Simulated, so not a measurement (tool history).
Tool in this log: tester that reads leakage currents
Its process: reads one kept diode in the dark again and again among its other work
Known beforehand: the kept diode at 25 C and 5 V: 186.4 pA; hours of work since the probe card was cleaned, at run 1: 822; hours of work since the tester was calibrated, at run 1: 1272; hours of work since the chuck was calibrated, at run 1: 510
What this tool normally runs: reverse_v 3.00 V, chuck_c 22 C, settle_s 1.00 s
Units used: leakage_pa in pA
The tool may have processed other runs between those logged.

run,hour,reverse_v,chuck_c,settle_s,hours of work since the probe card was cleaned,hours of work since the tester was calibrated,hours of work since the chuck was calibrated,leakage_pa
1,0.0,3.00,22,1.00,822,1272,510,110.45
2,181.6,3.00,22,1.00,896,1346,584,109.78
3,408.5,3.00,22,1.00,988,1439,677,109.12
4,527.4,3.00,22,1.00,1037,1487,725,109.11
5,723.8,3.00,22,1.00,1117,1567,805,109.12
6,838.3,3.00,22,1.00,1163,1614,852,108.84
7,1029.7,3.00,28,1.00,1241,1692,930,181.36
8,1130.6,3.00,24,1.00,1282,1733,971,128.28
9,1324.5,3.00,24,1.00,1361,1812,1050,129.09
10,1490.5,1.93,22,1.00,1429,1879,1117,85.13
11,1731.8,1.93,22,1.00,1527,1978,1216,84.85
12,1919.7,3.00,41,1.00,1604,2054,1292,509.67
13,2107.9,3.00,56,1.00,1680,2131,1369,1580.62
# hour 2332.6: probe card cleaned and baked
14,2332.6,3.00,56,1.00,0,2221,1459,1567.11
15,2536.1,3.00,56,1.00,83,2304,1542,1555.55
16,2655.3,3.00,46,1.00,131,2352,1590,739.70
17,2865.2,3.00,46,1.00,217,2438,1676,739.64
18,3056.7,3.00,46,1.00,295,2516,1754,739.77
19,3180.2,3.00,22,1.00,345,2566,1804,101.59
20,3344.1,3.00,22,1.00,412,2633,1871,101.69
# hour 3485.6: chuck's temperature calibrated
21,3566.7,2.22,31,4.27,502,2723,33,201.51
22,3668.2,2.72,22,2.82,543,2764,74,103.39
23,3824.9,1.62,29,9.24,607,2828,138,142.88
24,3988.7,1.62,29,9.24,674,2895,205,142.12
25,4181.6,4.02,29,5.39,752,2973,283,234.15
26,4379.9,4.02,29,5.39,833,3054,364,232.97
27,4545.3,2.89,43,9.88,900,3121,432,600.17
# hour 4664.2: tester calibrated
28,4777.3,1.77,28,3.51,994,46,525,137.57
29,4985.3,12.82,57,4.19,1079,131,610,3815.97
30,5206.8,12.82,57,4.19,1169,221,700,3798.20
31,5358.1,12.82,57,4.19,1231,283,762,3791.94
32,5585.5,12.82,22,4.19,1323,375,854,248.92
33,5776.0,12.82,22,4.19,1401,453,932,247.99
34,5923.3,7.00,36,0.54,1461,513,992,556.09
35,6073.9,4.16,36,0.54,1522,574,1053,419.01
36,6190.7,16.43,36,1.02,1570,622,1101,886.04
37,6350.2,17.25,20,5.09,1635,687,1166,250.54
38,6495.2,5.54,54,5.09,1694,746,1225,1911.38
39,6628.2,5.54,54,5.09,1748,800,1279,1902.43
# hour 6697.2: probe card cleaned and baked
40,6749.2,5.54,54,5.09,21,848,1327,1896.76

For each run, the measured value with the value that run would have given without the tool's hidden condition subtracted. The run-to-run variation is shared by both, the gauge scatter possibly not:
What the log doesn't record here: stray current of the dirty probe card, pA a volt; current scale over the true one, %; true chuck temperature over the reading, C; drift of the gauge itself on leakage_pa, %.
run,leakage_pa
1,+0.13
2,+0.02
3,-0.10
4,-0.17
5,-0.30
6,-0.37
7,-3.51
8,-1.40
9,-1.61
10,-1.29
11,-1.44
12,-23.53
13,-82.91
14,-94.05
15,-98.41
16,-50.59
17,-53.08
18,-55.19
19,-7.86
20,-7.97
21,-1.17
22,+0.20
23,-1.31
24,-1.59
25,-1.96
26,-2.39
27,-14.20
28,-1.25
29,-73.43
30,-84.30
31,-91.80
32,+10.46
33,+10.76
34,-11.53
35,-11.58
36,-11.52
37,+19.79
38,-82.19
39,-85.23
40,-100.44

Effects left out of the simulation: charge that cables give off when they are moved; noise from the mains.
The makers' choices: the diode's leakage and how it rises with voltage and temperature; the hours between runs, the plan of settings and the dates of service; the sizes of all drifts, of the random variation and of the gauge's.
